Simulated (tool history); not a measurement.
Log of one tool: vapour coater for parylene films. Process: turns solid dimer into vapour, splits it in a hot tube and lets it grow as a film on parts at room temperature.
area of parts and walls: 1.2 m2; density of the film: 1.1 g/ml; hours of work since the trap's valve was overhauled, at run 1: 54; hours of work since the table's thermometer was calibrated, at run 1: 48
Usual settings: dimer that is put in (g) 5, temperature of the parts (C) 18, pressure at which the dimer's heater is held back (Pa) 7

run,day,dimer that is put in (g),temperature of the parts (C),pressure at which the dimer's heater is held back (Pa),hours of work since the trap's valve was overhauled,hours of work since the table's thermometer was calibrated,thickness of the film (nm)
1,0,5,18,7,54,48,2740
2,0.646,5,18,7,61,54,2730
3,0.975,5,18,7,64,58,2740
4,1.438,5,18,2.78,69,62,3140
5,1.825,4,18,7,73,66,2170
6,2.183,5,11,7,76,70,3460
7,2.833,5,11,7,83,76,3450
8,3.242,5,11,7,87,80,3450
9,3.525,5,23,7,90,83,2310
10,4.171,5,23,7,96,90,2290
11,4.525,5,23,7,100,93,2290
12,4.817,5,23,7,103,96,2290
13,5.246,5,14,7,107,101,3100
# day 5.467: trap's valve overhauled
14,5.862,3,18,7,4,105,1600
15,6.233,5,22,7,8,109,2320
16,6.729,5,18,2.2,13,114,3170
17,7.408,5,18,7,20,121,2640
# day 7.771: trap's valve overhauled, once more
18,7.9,5,18,7,1,124,2800
19,8.25,5,18,7,5,128,2810
20,8.683,5,18,6.76,9,132,2810
21,9.308,5,18,7,15,138,2780
22,9.842,5,18,7,21,144,2780
23,10.454,5,18,7,27,150,2760
24,10.888,5,18,7,31,154,2780
25,11.421,4,18,3.43,37,159,2480
26,11.988,4,18,6.33,42,165,2230
27,12.579,4,18,6.33,48,171,2240
28,13.233,4,18,6.33,55,178,2230
29,13.629,4,18,6.33,59,182,2250
30,14.071,3,18,7,63,186,1660
31,14.658,5,17,7,69,192,2830
32,15.25,5,22,2.11,75,198,2850
33,15.758,5,22,2.11,80,203,2870
34,16.142,5,10,2.38,84,207,3600
35,16.65,6,18,7,89,212,3260
36,17.142,6,16,7,94,217,3500
37,17.475,5,24,4.47,98,220,2370
38,18,3,24,4.68,103,226,1430
39,18.512,5,16,7,108,231,2900
40,18.871,5,16,7,112,234,2910
41,19.329,5,24,8.5,116,239,2150
42,19.796,4,30,6.85,121,244,1430
43,20.483,5,30,4.44,128,251,1940
44,21.125,7,30,2.74,134,257,2890
45,21.512,4,22,2.49,138,261,2200
46,21.896,7,26,3.98,142,265,3140

Forecast each of these 3 alternatives for the next run:
A,22.558,5,18,3.82,149,271,?
B,22.558,7,26,6.52,149,271,?
C,22.558,7,26,3.98,149,271,?

run,thickness of the film (nm)
A,2940
B,2900
C,3110
Without the tool's hidden state the same runs would have given:
run,thickness of the film (nm)
A,3060
B,3020
C,3240
